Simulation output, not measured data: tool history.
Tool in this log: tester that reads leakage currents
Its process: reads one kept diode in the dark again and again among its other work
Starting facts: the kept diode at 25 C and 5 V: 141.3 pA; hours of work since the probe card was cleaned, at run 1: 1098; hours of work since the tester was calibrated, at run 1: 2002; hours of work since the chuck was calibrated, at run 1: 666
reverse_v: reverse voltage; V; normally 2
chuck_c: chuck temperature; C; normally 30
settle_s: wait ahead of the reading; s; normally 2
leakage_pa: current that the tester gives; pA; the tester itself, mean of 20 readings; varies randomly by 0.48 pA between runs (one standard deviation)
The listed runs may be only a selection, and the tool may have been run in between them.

run    hour  reverse_v  chuck_c  settle_s  hours of work since the probe card was cleaned  hours of work since the tester was calibrated  hours of work since the chuck was calibrated  leakage_pa
  1       0          2       30         2                                            1098                                           2002                                           666      139.55
  2   237.8          2       30         2                                            1276                                           2179                                           844      135.08
        294  -- probe card cleaned and baked
      487.8  -- chuck's temperature calibrated
  3   487.8          2       30      0.31                                             143                                           2362                                             0      158.58
  4   704.8          2       30      0.31                                             306                                           2525                                           162      154.77
  5   957.4          2       27         2                                             494                                           2713                                           351      113.18
  6  1243.3          2       27         2                                             708                                           2927                                           565      109.71
  7  1488.1          2       27         2                                             891                                           3110                                           748      106.03
  8  1704.1          2       27         2                                            1052                                           3272                                           909      103.77
  9    1824          2       21      2.17                                            1142                                           3361                                           999       57.35
     1876.2  -- chuck's temperature calibrated
 10    2036      14.09       30         2                                            1299                                           3518                                           119      327.47
     2069.4  -- probe card cleaned and baked
 11  2276.7       2.26       21      5.57                                             155                                           3696                                           297       66.14
     2382.6  -- tester calibrated
 12  2445.2       2.26       21      5.57                                             279                                             47                                           422       66.15
 13    2625          2       46      2.17                                             414                                            181                                           556      596.63
 14  2874.4      13.68       46      7.09                                             600                                            368                                           742     1217.66
 15  3000.5        1.3       43       2.2                                             694                                            462                                           837      377.05

Run 16 comes next. What will it give?
 16  3141.6        1.5       38      1.55                                             800                                            567                                           942           ?

{"run 16": {"leakage_pa": 254.03}}
If the tool had no hidden condition, the same run with the same run-to-run variation would have returned leakage_pa 291.59 pA.

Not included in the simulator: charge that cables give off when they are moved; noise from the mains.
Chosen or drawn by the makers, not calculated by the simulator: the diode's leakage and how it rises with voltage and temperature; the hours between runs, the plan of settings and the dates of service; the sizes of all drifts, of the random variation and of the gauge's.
